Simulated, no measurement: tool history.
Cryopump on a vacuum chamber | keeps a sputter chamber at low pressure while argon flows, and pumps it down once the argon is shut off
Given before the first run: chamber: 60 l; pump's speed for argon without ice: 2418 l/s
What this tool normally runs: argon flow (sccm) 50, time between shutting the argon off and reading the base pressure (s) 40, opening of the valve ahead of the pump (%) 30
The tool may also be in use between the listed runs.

run	day	argon flow (sccm)	time between shutting the argon off and reading the base pressure (s)	opening of the valve ahead of the pump (%)	pressure while argon flows (Pa)	pressure after the wait (uPa)
1	0	50	40	30	0.1199	1.99
2	2.117	50	40	30	0.1217	2.04
3	3.812	50	40	30	0.1214	2
4	4.875	50	40	30	0.1209	2.14
5	5.833	50	40	30	0.1211	2.11
6	7.4	50	40	30	0.1231	2.12
7	9	50	40	30	0.1237	2.13
8	11.283	50	40	30	0.1228	2.12
9	12.458	77	40	30	0.1891	2.19
10	13.454	50	216	30	0.1229	1.85
11	15.646	50	216	30	0.1221	1.87
12	17.138	50	216	30	0.1227	1.86
# day 17.717: leaking fittings of the chamber tightened, without venting
13	18.642	50	216	30	0.1243	0.27
14	19.6	50	216	30	0.1226	0.28
15	21.538	50	216	30	0.1242	0.27
16	23.433	50	216	30	0.1244	0.28
17	24.758	50	216	30	0.1236	0.31
18	26.179	50	40	30	0.1249	0.7
19	28.2	93	52	39	0.1826	0.61
20	29.788	93	52	39	0.1832	0.62
21	30.821	50	37	16	0.2275	0.75
22	32.838	50	50	40	0.0964	0.65
# day 34.338: pump warmed up, emptied and cooled again
23	34.971	50	50	20	0.1761	0.6
24	36.333	41	99	20	0.1452	0.43
25	37.371	95	140	25	0.2696	0.41
26	38.429	95	140	25	0.2712	0.37
27	39.721	42	40	20	0.1497	0.74
28	41	42	121	53	0.0569	0.43
29	42.125	42	121	53	0.0571	0.44
30	43.538	42	70	33	0.0906	0.58
31	45.642	67	21	51	0.0957	1.19
32	47.429	39	173	30	0.0934	0.43
33	48.671	26	149	30	0.0623	0.49
34	49.792	99	31	30	0.2389	0.92
35	51.046	100	165	31	0.2337	0.51

Some steps in pressure while argon flows (Pa), run to run, broken into two amounts with sign: the step expected even without the hidden condition (settings, incoming material, random variation), and the rest, left for the hidden condition together with whatever gauge scatter is not in both the measured and the hidden-condition-free result:
Hidden conditions of the tool in this case: pump's speed, % of a pump's without ice; cold plate's temperature, K; leak into the chamber, uPa l/s; drift of the gauge itself on working_pa, %; drift of the gauge itself on base_upa, %.
Run 18 -> 19: argon flow (sccm) 50 -> 93, time between shutting the argon off and reading the base pressure (s) 40 -> 52, opening of the valve ahead of the pump (%) 30 -> 39. pressure while argon flows (Pa) +0.0577: hidden state +0.0078, all else +0.0499.
Run 20 -> 21: argon flow (sccm) 93 -> 50, time between shutting the argon off and reading the base pressure (s) 52 -> 37, opening of the valve ahead of the pump (%) 39 -> 16. pressure while argon flows (Pa) +0.0443: hidden state -0.0076, all else +0.0519.
Run 21 -> 22: time between shutting the argon off and reading the base pressure (s) 37 -> 50, opening of the valve ahead of the pump (%) 16 -> 40. pressure while argon flows (Pa) -0.1311: hidden state +0.0005, all else -0.1316.
Run 22 -> 23: opening of the valve ahead of the pump (%) 40 -> 20, pump warmed up, emptied and cooled again. pressure while argon flows (Pa) +0.0797: hidden state -0.0087, all else +0.0884.
Run 24 -> 25: argon flow (sccm) 41 -> 95, time between shutting the argon off and reading the base pressure (s) 99 -> 140, opening of the valve ahead of the pump (%) 20 -> 25. pressure while argon flows (Pa) +0.1244: hidden state +0.0017, all else +0.1227.
Run 33 -> 34: argon flow (sccm) 26 -> 99, time between shutting the argon off and reading the base pressure (s) 149 -> 31. pressure while argon flows (Pa) +0.1766: hidden state +0.005, all else +0.1716.
